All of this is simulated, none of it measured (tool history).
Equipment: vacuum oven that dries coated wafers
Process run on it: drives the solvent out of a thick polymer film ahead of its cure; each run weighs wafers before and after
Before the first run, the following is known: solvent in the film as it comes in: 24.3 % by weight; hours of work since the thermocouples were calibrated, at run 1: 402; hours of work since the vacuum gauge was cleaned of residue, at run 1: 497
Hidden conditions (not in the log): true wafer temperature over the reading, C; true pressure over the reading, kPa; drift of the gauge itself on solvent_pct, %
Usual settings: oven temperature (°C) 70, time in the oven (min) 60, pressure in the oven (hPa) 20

run,hour,oven temperature (°C),time in the oven (min),pressure in the oven (hPa),hours of work since the thermocouples were calibrated,hours of work since the vacuum gauge was cleaned of residue,solvent left in the film (%)
1,0,70,60,20,402,497,3.08
2,37.3,70,60,20,420,514,3.13
3,59.9,70,60,11,430,525,2.52
4,77,55,60,20,438,533,10.82
5,106.3,55,60,20,452,547,11.01
6,124.7,70,60,70.6,461,555,5.59
7,154.2,70,60,70.6,475,569,5.57
# hour 159.5: vacuum gauge cleaned of residue and calibrated
8,174.1,70,99,78.9,484,7,4.73
9,205.5,62,97,78.9,498,22,8.19
10,231.1,62,97,78.9,511,34,8.09
# hour 241.9: vacuum gauge cleaned of residue and calibrated, once more
11,258.8,79,38,34.5,523,8,2.61

Measured less the same run without the tool's hidden state. The same run-to-run variation is in both; the gauge's scatter may not be:
run,solvent left in the film (%)
1,+0.22
2,+0.24
3,+0.24
4,+0.39
5,+0.41
6,+0.31
7,+0.33
8,+0.28
9,+0.49
10,+0.49
11,+0.2
